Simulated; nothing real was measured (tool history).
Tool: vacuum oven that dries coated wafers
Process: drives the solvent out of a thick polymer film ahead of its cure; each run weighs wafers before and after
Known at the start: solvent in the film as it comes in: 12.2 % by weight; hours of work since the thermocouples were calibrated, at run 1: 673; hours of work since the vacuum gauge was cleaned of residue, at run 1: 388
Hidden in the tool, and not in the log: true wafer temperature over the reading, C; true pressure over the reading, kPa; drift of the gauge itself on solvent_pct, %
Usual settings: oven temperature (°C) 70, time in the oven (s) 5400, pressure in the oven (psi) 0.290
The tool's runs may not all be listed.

run	hour	oven temperature (°C)	time in the oven (s)	pressure in the oven (psi)	hours of work since the thermocouples were calibrated	hours of work since the vacuum gauge was cleaned of residue	solvent left in the film (%)
1	0.0	70	5400	0.290	673	388	2.31
2	19.0	70	8700	0.290	683	398	1.87
3	48.5	70	5400	0.175	699	414	1.62
4	77.0	70	5400	0.290	715	430	2.24
5	95.2	70	3240	0.290	725	440	3.28
6	113.5	70	5400	0.162	735	450	1.62
7	151.4	73	4860	0.648	755	470	3.72
# hour 156.0: oven's thermocouples calibrated
8	176.6	73	4860	0.648	11	483	3.91
9	194.2	70	7680	0.497	21	492	3.20
# hour 217.7: oven's thermocouples calibrated, once more
10	227.5	73	3120	0.476	5	509	3.43

Measured less the same run without the tool's hidden state. The same run-to-run variation is in both; the gauge's scatter may not be:
run	solvent left in the film (%)
1	+0.26
2	+0.23
3	+0.26
4	+0.30
5	+0.37
6	+0.28
7	+0.35
8	+0.42
9	+0.38
10	+0.17
